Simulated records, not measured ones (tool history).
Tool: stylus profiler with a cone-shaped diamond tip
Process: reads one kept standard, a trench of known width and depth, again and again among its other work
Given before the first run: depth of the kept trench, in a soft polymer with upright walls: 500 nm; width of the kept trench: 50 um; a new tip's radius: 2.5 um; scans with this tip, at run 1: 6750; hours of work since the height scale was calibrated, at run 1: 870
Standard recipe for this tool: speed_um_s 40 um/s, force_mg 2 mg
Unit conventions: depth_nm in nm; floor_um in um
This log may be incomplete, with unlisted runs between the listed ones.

run	hour	speed_um_s	force_mg	scans with this tip	hours of work since the height scale was calibrated	depth_nm	floor_um
1	0	40	2	6750	870	505.99	46.87
2	29.4	40	2	6853	883	506.03	46.88
3	75	24	2	7011	903	506.13	46.9
4	101.9	40	2	7105	915	506.06	46.88
5	133.9	40	2	7216	930	506.13	46.84
6	160.4	40	2	7309	942	505.96	46.88
7	199.4	40	2	7445	959	505.84	46.86
8	233.3	40	2	7563	974	506.04	46.94
9	262.4	40	2	7664	988	506.03	46.89
10	295.1	26	2	7778	1002	505.87	46.94
11	343.1	40	2	7946	1024	506.06	46.84
12	390.2	40	2	8109	1045	506.16	46.87
13	442.3	40	2	8291	1068	505.81	46.89
14	487.6	40	2	8449	1089	506.17	46.9
15	524.6	40	2	8578	1105	505.94	46.86
16	585.8	40	2	8791	1133	505.64	46.86
17	648.7	40	2	9010	1161	506.05	46.88
18	690.7	40	2	9157	1180	505.95	46.85
19	752.2	40	2	9371	1207	505.86	46.87
20	793	40	3	9513	1226	507.91	46.92
21	853.9	16	4.44	9725	1253	510.31	46.98
22	916.7	13	2.35	9944	1281	506.77	46.94
23	970.1	95	5.74	10130	1305	512.2	46.83
24	1008.5	28	1.74	10264	1322	505.48	46.91
25	1035.7	113	1.68	10359	1335	505.25	46.67
26	1062.4	150	3.87	10452	1347	509.47	46.72
27	1103.3	71	4.2	10594	1365	509.81	46.81
28	1159.2	65	0.7	10789	1390	502.95	46.67
29	1190.7	80	5.35	10899	1404	511.58	46.83
30	1235.5	30	2.92	11055	1424	507.82	46.92
31	1280.8	30	2.92	11213	1445	507.77	46.91
32	1316.6	30	2.92	11338	1461	507.55	46.86
33	1377.8	30	0.96	11551	1488	503.55	46.81
34	1428.6	30	0.96	11728	1511	503.66	46.88
35	1456.5	14	2	11825	1524	505.67	46.94
36	1517.9	14	2	12039	1551	506.18	46.93

Consider 5 possible next runs. They are alternatives, not a sequence: every one starts from the tool as it was left by run 36. What does each give?
A	1579.7	138	2.3	12254	1579	?	?
B	1579.7	122	1.82	12254	1579	?	?
C	1579.7	13	2	12254	1579	?	?
D	1579.7	119	5.51	12254	1579	?	?
E	1579.7	115	3.91	12254	1579	?	?

run	depth_nm	floor_um
A	506.44	46.68
B	505.37	46.68
C	505.98	46.95
D	512.05	46.81
E	509.33	46.83
Had the tool no hidden state, the same runs would have come out as:
run	depth_nm	floor_um
A	506.45	46.7
B	505.39	46.71
C	505.99	46.98
D	512.06	46.84
E	509.34	46.85

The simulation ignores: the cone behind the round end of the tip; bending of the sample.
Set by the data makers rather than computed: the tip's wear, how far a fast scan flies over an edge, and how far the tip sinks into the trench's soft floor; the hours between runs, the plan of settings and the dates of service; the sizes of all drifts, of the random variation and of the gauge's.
